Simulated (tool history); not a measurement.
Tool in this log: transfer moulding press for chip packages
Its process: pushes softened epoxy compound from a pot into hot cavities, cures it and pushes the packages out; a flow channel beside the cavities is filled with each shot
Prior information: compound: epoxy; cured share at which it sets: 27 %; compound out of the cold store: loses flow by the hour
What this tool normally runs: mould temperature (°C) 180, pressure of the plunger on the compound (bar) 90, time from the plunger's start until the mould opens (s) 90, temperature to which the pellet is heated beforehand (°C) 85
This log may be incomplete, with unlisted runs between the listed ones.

run,day,mould temperature (°C),pressure of the plunger on the compound (bar),time from the plunger's start until the mould opens (s),temperature to which the pellet is heated beforehand (°C),incoming compound's hours out of the cold store,length that the compound runs in the flow channel (mm),greatest force on the pins that push the packages out (N)
1,0,180,90,90,85,27,584,533
# day 0.758: cavities cleaned with cleaning compound and waxed
2,0.808,180,90,90,94,30.6,568,394
3,1.392,180,90,90,94,19.2,622,474
4,2.033,180,90,90,94,41.7,514,516
5,2.692,180,90,104,85,43.6,508,452
# day 3.129: cavities cleaned with cleaning compound and waxed
6,3.671,180,99.8,90,85,23.1,633,483
7,4.425,180,99.8,90,85,32,593,551
8,5.071,175,99.8,90,85,18,671,905
# day 5.508: cavities cleaned with cleaning compound and waxed
9,6.021,175,99.8,90,85,41.9,549,644
10,6.992,175,99.8,90,85,16.9,679,835
11,7.429,175,99.8,90,85,40.6,557,791

The next listed run, before its measurement:
# day 7.883: cavities cleaned with cleaning compound and waxed
12,8.221,180,99.8,124,85,11.8,?,?

{"run 12": {"length that the compound runs in the flow channel (mm)": 686, "greatest force on the pins that push the packages out (N)": 315}}
On a tool with no hidden condition, and with the same random variation, this run would have come out at length that the compound runs in the flow channel (mm) 723, greatest force on the pins that push the packages out (N) 265.
